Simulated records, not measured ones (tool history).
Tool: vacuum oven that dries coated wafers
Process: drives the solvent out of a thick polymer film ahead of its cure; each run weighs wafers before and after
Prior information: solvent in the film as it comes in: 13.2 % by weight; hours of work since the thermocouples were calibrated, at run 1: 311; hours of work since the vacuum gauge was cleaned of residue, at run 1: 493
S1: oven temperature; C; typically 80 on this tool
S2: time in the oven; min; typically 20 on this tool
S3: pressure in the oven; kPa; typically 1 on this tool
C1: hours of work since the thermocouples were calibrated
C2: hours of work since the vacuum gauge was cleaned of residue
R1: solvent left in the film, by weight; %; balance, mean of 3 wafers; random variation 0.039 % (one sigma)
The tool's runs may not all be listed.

run,hour,S1,S2,S3,C1,C2,R1
1,0,80,20,1,311,493,2.49
2,59.7,80,20,0.95,347,529,2.35
3,102.9,80,20,0.95,373,555,2.41
4,157.5,80,20,0.95,406,588,2.39
5,217.3,80,20,0.95,442,624,2.37
6,254.9,80,20,0.95,465,647,2.36
7,305.3,80,20,0.95,495,677,2.42
8,350.8,80,20,0.95,522,705,2.42
9,388.9,80,20,1.28,545,728,2.72
10,421,80,20,1.28,565,747,2.73
11,478.2,83,20,1,599,782,1.8
12,539.7,83,20,1,636,819,1.8
13,571.4,80,16,1,655,838,2.97
# hour 577.6: oven's thermocouples calibrated
14,600.6,80,16,1,14,854,3.02
15,640.3,73,16,1,38,878,5.12
16,694.6,66,21,2.07,71,911,7.6

Run 17 comes next. What will it give?
17,728.2,72,24,0.81,91,931,?

Run 17 gave R1 3.79 %.
Minus the tool's unlogged condition, the same run would have read R1 3.94 %.

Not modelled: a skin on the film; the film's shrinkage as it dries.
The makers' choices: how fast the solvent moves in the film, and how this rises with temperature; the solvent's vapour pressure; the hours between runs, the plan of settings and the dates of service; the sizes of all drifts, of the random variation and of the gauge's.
